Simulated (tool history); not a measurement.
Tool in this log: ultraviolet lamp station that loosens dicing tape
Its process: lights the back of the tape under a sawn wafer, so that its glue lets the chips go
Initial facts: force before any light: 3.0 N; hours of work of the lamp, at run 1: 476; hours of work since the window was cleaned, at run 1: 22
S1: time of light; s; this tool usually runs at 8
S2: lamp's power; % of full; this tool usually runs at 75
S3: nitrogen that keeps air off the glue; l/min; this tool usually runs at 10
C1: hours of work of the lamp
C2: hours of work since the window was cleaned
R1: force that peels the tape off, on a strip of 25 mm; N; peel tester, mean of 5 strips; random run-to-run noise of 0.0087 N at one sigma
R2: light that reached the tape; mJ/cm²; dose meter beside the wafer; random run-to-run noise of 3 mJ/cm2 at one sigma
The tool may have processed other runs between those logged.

run	hour	S1	S2	S3	C1	C2	R1	R2
1	0	8	75	10	476	22	0.354	440
2	48.1	8	75	10	510	56	0.348	443
3	83.1	8	75	10	535	81	0.353	442
4	115.2	8	75	10	557	104	0.367	444
5	161.6	12	75	10	590	137	0.234	666
6	209.1	12	75	10	624	171	0.228	670
7	238.7	12	75	10	645	192	0.224	654
8	261.1	12	75	10	661	208	0.234	657
9	310.2	8	75	10	696	242	0.352	439
10	348.7	8	98	10	723	270	0.261	576
# hour 380.5: lamp changed
11	392.1	8	98	10	8	300	0.264	575
12	439.1	8	98	10	42	333	0.274	584
13	474.8	8	98	4	67	359	0.411	577
# hour 482.2: window cleaned of glue's vapour
14	508.6	8	98	4	91	19	0.416	580
15	549.3	8	98	4	119	48	0.402	579
16	586.9	8	75	10	146	74	0.363	437
17	630.1	8	75	10	177	105	0.354	441

Forecast run 18:
18	663.6	14	98	3	201	129	?	?

R1: 0.237 N
R2: 1016 mJ/cm²
With no hidden state in the tool, this same run would have given R1 0.236 N, R2 1018 mJ/cm².
